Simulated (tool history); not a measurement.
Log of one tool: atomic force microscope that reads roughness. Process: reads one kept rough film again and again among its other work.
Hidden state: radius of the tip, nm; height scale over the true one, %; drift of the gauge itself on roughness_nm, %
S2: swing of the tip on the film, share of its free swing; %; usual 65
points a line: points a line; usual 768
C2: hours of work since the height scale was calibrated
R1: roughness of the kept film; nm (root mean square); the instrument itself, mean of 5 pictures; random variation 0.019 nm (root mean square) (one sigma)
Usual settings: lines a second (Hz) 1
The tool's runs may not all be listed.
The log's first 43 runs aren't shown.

Run 44, hour 1511.9: usual settings but lines a second (Hz) 1.52, S2 72 %, points a line 762; pictures with this tip 64; C2 1480. Result: R1 4.294 nm (root mean square).
At hour 1546.8: new tip fitted.
Run 45, hour 1557.2: usual settings but lines a second (Hz) 0.81, S2 56 %, points a line 461; pictures with this tip 10; C2 1504. Result: R1 4.588 nm (root mean square).
Run 46, hour 1608.1: usual settings but lines a second (Hz) 0.81, S2 56 %, points a line 461; pictures with this tip 60; C2 1531. Result: R1 4.414 nm (root mean square).
At hour 1645: new tip fitted.
Run 47, hour 1651.1: usual settings but lines a second (Hz) 0.84, S2 77 %, points a line 334; pictures with this tip 6; C2 1554. Result: R1 4.547 nm (root mean square).
Run 48, hour 1691.9: usual settings but lines a second (Hz) 0.84, S2 77 %, points a line 334; pictures with this tip 46; C2 1576. Result: R1 4.413 nm (root mean square).
Run 49, hour 1732.4: usual settings but lines a second (Hz) 0.88; pictures with this tip 85; C2 1598. Result: R1 4.301 nm (root mean square).
At hour 1744.4: new tip fitted.
Run 50, hour 1763.5: usual settings but lines a second (Hz) 1.19, S2 64 %, points a line 403; pictures with this tip 18; C2 1615. Result: R1 4.49 nm (root mean square).
Run 51, hour 1788.9: usual settings but lines a second (Hz) 1.19, S2 64 %, points a line 403; pictures with this tip 43; C2 1628. Result: R1 4.436 nm (root mean square).

3 ways to go on from here, each from the tool as it stands after run 51. What would each give?
Run A, hour 1840.2: usual settings but lines a second (Hz) 0.99, S2 64 %, points a line 462; pictures with this tip 93; C2 1656. Result: R1 ?.
Run B, hour 1840.2: usual settings but points a line 869; pictures with this tip 93; C2 1656. Result: R1 ?.
Run C, hour 1840.2: usual settings but lines a second (Hz) 0.51, S2 84 %, points a line 501; pictures with this tip 93; C2 1656. Result: R1 ?.

run     R1
  A  4.261
  B  4.282
  C  4.242
Without the tool's hidden state the same runs would have given:
run     R1
  A  4.573
  B  4.596
  C  4.553

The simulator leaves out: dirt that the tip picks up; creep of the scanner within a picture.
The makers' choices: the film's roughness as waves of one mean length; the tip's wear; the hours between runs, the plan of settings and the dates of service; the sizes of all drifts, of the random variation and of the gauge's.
